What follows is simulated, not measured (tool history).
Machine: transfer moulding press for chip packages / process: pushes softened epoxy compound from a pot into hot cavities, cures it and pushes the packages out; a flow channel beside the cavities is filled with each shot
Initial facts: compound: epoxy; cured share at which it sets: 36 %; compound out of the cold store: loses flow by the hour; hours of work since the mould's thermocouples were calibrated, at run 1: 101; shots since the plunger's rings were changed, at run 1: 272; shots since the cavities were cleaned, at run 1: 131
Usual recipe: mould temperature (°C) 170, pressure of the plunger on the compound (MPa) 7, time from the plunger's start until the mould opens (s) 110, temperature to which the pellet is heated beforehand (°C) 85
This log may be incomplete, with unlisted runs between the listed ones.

run    hour  mould temperature (°C)  pressure of the plunger on the compound (MPa)  time from the plunger's start until the mould opens (s)  temperature to which the pellet is heated beforehand (°C)  hours of work since the mould's thermocouples were calibrated  shots since the plunger's rings were changed  shots since the cavities were cleaned  incoming compound's hours out of the cold store  length that the compound runs in the flow channel (mm)  greatest force on the pins that push the packages out (N)
  1       0                     170                                              7                                                      110                                                         85                                                            101                                           272                                    131                                             41.5                                                     859                                                        363
       46.4  -- cavities cleaned with cleaning compound and waxed
  2      78                     170                                              7                                                      110                                                         85                                                            145                                          1064                                    327                                               38                                                     857                                                        502
      104.5  -- cavities cleaned with cleaning compound and waxed
      161.2  -- cavities cleaned with cleaning compound and waxed
  3   165.1                     170                                              7                                                      110                                                         85                                                            193                                          1935                                     40                                             42.3                                                     840                                                        326
      219.9  -- cavities cleaned with cleaning compound and waxed
  4     236                     173                                              7                                                      110                                                         85                                                            234                                          2654                                    167                                             34.6                                                     832                                                        363
      262.7  -- plunger's sealing rings changed
      284.4  -- cavities cleaned with cleaning compound and waxed
  5   297.1                     173                                              7                                                      110                                                         85                                                            266                                           340                                    131                                             17.8                                                     904                                                        352
      342.4  -- cavities cleaned with cleaning compound and waxed
  6   342.4                     173                                              7                                                      110                                                         85                                                            292                                           794                                      0                                             19.7                                                     895                                                        293
  7   385.9                     173                                              7                                                      110                                                         85                                                            317                                          1244                                    450                                             29.4                                                     861                                                        434
      398.7  -- cavities cleaned with cleaning compound and waxed
      460.6  -- cavities cleaned with cleaning compound and waxed
  8   467.8                     173                                              7                                                      110                                                         85                                                            362                                          2061                                     74                                              9.9                                                     894                                                        329
      521.5  -- cavities cleaned with cleaning compound and waxed
  9   521.5                     173                                              7                                                      110                                                         85                                                            393                                          2602                                      0                                             36.5                                                     826                                                        280
      546.4  -- cavities cleaned with cleaning compound and waxed, once more
      553.2  -- plunger's sealing rings changed
 10   579.4                     170                                           7.04                                                      110                                                         85                                                            424                                           271                                    315                                             19.6                                                     912                                                        424
      607.8  -- cavities cleaned with cleaning compound and waxed
 11   623.3                     170                                           7.04                                                      110                                                         85                                                            448                                           710                                    160                                             30.1                                                     884                                                        372
      668.4  -- cavities cleaned with cleaning compound and waxed
 12   689.4                     174                                              7                                                      110                                                         85                                                            485                                          1380                                    219                                             16.5                                                     884                                                        398
      724.7  -- cavities cleaned with cleaning compound and waxed
 13   770.9                     174                                              7                                                      110                                                         85                                                            532                                          2209                                    479                                             13.5                                                     882                                                        450
      783.1  -- cavities cleaned with cleaning compound and waxed
      846.4  -- plunger's sealing rings changed
      847.9  -- cavities cleaned with cleaning compound and waxed
 14   865.4                     172                                            7.2                                                      110                                                         85                                                            583                                           182                                    182                                             17.9                                                     928                                                        368
      906.7  -- cavities cleaned with cleaning compound and waxed
 15   952.6                     170                                           8.69                                                      102                                                         87                                                            632                                          1069                                    475                                             33.7                                                     981                                                        500
      964.7  -- cavities cleaned with cleaning compound and waxed
     1022.8  -- cavities cleaned with cleaning compound and waxed
 16  1029.3                     175                                              7                                                       95                                                         85                                                            675                                          1833                                     67                                             37.7                                                     832                                                        324
     1081.8  -- cavities cleaned with cleaning compound and waxed
 17  1097.7                     175                                              7                                                       95                                                         85                                                            714                                          2525                                    165                                               23                                                     860                                                        374
     1138.9  -- mould's thermocouples calibrated
     1141.4  -- plunger's sealing rings changed
     1142.9  -- cavities cleaned with cleaning compound and waxed
 18  1145.7                     171                                           7.27                                                      127                                                         93                                                              2                                            30                                     30                                             33.1                                                     901                                                        297
     1199.4  -- cavities cleaned with cleaning compound and waxed
 19  1221.9                     170                                              7                                                      117                                                         79                                                             45                                           803                                    233                                             26.4                                                     885                                                        390
     1259.3  -- cavities cleaned with cleaning compound and waxed
     1316.8  -- cavities cleaned with cleaning compound and waxed
 20  1316.8                     170                                           5.95                                                      110                                                         86                                                             98                                          1755                                      0                                               44                                                     777                                                        299
     1376.6  -- cavities cleaned with cleaning compound and waxed
 21  1378.7                     170                                              7                                                      131                                                         94                                                            133                                          2380                                     21                                             35.3                                                     846                                                        291
     1430.2  -- plunger's sealing rings changed
     1439.7  -- cavities cleaned with cleaning compound and waxed
 22  1443.1                     170                                              7                                                      123                                                         94                                                            168                                           118                                     35                                             26.4                                                     899                                                        312
     1499.1  -- cavities cleaned with cleaning compound and waxed
 23    1503                     170                                              7                                                      123                                                         94                                                            201                                           723                                     40                                             17.7                                                     908                                                        298
     1558.6  -- cavities cleaned with cleaning compound and waxed
 24  1567.6                     170                                              7                                                      123                                                         94                                                            238                                          1376                                     93                                             35.9                                                     862                                                        330
     1614.4  -- cavities cleaned with cleaning compound and waxed
 25  1614.4                     170                                              7                                                      123                                                         94                                                            264                                          1845                                      0                                             21.4                                                     883                                                        287
     1675.6  -- cavities cleaned with cleaning compound and waxed
 26  1705.2                     170                                              7                                                      123                                                         94                                                            315                                          2771                                    307                                               22                                                     873                                                        401

Branching from run 26: 3 alternative next runs. What would each branch give?
     1718.4  -- plunger's sealing rings changed
     1735.6  -- cavities cleaned with cleaning compound and waxed
  A  1755.9                     170                                           8.74                                                      110                                                         92                                                            342                                           373                                    210                                               44                                                       ?                                                          ?
     1718.4  -- plunger's sealing rings changed
     1735.6  -- cavities cleaned with cleaning compound and waxed
  B  1755.9                     169                                              7                                                      123                                                         82                                                            342                                           373                                    210                                             10.7                                                       ?                                                          ?
     1718.4  -- plunger's sealing rings changed
     1735.6  -- cavities cleaned with cleaning compound and waxed
  C  1755.9                     173                                              7                                                      105                                                         93                                                            342                                           373                                    210                                             40.8                                                       ?                                                          ?

run  length that the compound runs in the flow channel (mm)  greatest force on the pins that push the packages out (N)
  A                                                     963                                                        402
  B                                                     938                                                        387
  C                                                     854                                                        388
The same runs, with their run-to-run variation unchanged, on a tool lacking any hidden condition would have given:
run  length that the compound runs in the flow channel (mm)  greatest force on the pins that push the packages out (N)
  A                                                     968                                                        290
  B                                                     943                                                        281
  C                                                     858                                                        282
